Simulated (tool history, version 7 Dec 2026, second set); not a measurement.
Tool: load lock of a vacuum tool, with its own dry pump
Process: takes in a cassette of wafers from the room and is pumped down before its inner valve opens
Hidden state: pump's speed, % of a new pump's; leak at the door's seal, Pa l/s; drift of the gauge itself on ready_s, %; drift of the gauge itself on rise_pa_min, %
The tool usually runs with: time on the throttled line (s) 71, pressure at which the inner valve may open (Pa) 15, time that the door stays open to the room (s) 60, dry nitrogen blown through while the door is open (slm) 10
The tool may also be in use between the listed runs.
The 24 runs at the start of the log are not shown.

run	day	time on the throttled line (s)	pressure at which the inner valve may open (Pa)	time that the door stays open to the room (s)	dry nitrogen blown through while the door is open (slm)	hours that the pump has run since its overhaul	times that the door has closed on its seal	incoming humidity of the room's air, %	time from the closed door until the inner valve may open (s)	rise of the pressure with all valves shut (Pa/min)
25	78.088	71	15	39	8	252	4087	47.4	133.5	0.031
26	81.229	71	15	39	8	327	4179	46.5	133.4	0.036
27	84.525	71	15	39	8	406	4276	45.9	132.8	0.036
28	86.817	37	15	160	22	461	4343	46.3	108.3	0.052
29	91.2	37	29	90	18	567	4472	48.6	103	0.044
30	94.892	37	23	96	12	655	4581	44.4	105.1	0.049
31	98.983	45	23	49	20	753	4701	46.5	110.2	0.035
32	101.842	45	23	49	20	822	4785	46.1	112	0.032
33	104.65	129	14	92	25	889	4867	42.1	175.8	0.036
34	106.612	80	16	160	10	936	4925	42.9	140.4	0.056
35	108.383	80	16	160	10	979	4977	47.1	139.7	0.065
36	111.854	56	12	66	21	1062	5079	47.3	126.6	0.041

Predict each of these 4 candidate next runs independently; none follows another, all start after run 36:
A	114.133	71	12	60	10	1117	5146	46.6	?	?
B	114.133	71	15	60	17	1117	5146	43.4	?	?
C	114.133	54	15	238	6	1117	5146	41.3	?	?
D	114.133	71	15	60	15	1117	5146	42.2	?	?

run	time from the closed door until the inner valve may open (s)	rise of the pressure with all valves shut (Pa/min)
A	137.1	0.039
B	136.2	0.037
C	122.6	0.071
D	135	0.038
Had the tool no hidden state, the same runs would have come out as:
run	time from the closed door until the inner valve may open (s)	rise of the pressure with all valves shut (Pa/min)
A	136.5	0.024
B	135.6	0.022
C	122	0.056
D	134.4	0.023
